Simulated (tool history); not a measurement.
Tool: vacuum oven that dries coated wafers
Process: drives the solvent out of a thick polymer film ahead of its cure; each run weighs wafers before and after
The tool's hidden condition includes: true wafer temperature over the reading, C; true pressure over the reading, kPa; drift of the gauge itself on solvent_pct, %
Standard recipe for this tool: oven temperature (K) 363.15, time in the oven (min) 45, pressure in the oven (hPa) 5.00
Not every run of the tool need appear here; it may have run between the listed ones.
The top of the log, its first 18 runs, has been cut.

run,hour,oven temperature (K),time in the oven (min),pressure in the oven (hPa),hours of work since the thermocouples were calibrated,hours of work since the vacuum gauge was cleaned of residue,solvent left in the film (%)
19,450.0,363.15,34,13.30,49,873,3.71
20,475.7,353.15,22,5.00,68,892,9.88
21,506.0,370.15,23,13.57,91,914,3.18
22,523.7,370.15,23,13.57,103,927,3.27
23,553.7,370.15,23,13.57,125,949,3.33
24,582.0,370.15,40,12.02,146,970,1.22
25,599.4,370.15,40,12.02,159,983,1.18
26,628.6,370.15,40,12.02,181,1004,1.18
27,654.1,363.15,45,5.00,199,1023,2.16
28,678.9,363.15,45,5.00,217,1041,2.25
29,701.2,363.15,45,10.70,234,1058,2.33
30,722.0,353.15,41,5.50,249,1073,6.60
31,740.1,354.15,49,3.58,262,1086,4.86
32,762.8,354.15,26,11.68,279,1103,9.23
33,793.2,354.15,26,11.68,301,1125,9.30

Predict each of these 4 candidate next runs independently; none follows another, all start after run 33:
A,816.7,359.15,41,5.99,319,1143,?
B,816.7,363.15,64,3.72,319,1143,?
C,816.7,378.15,75,15.44,319,1143,?
D,816.7,365.15,45,5.00,319,1143,?

run,solvent left in the film (%)
A,4.17
B,1.01
C,0.35
D,1.67
Without the tool's unlogged condition, the same runs would have read:
run,solvent left in the film (%)
A,3.87
B,0.81
C,0.28
D,1.45

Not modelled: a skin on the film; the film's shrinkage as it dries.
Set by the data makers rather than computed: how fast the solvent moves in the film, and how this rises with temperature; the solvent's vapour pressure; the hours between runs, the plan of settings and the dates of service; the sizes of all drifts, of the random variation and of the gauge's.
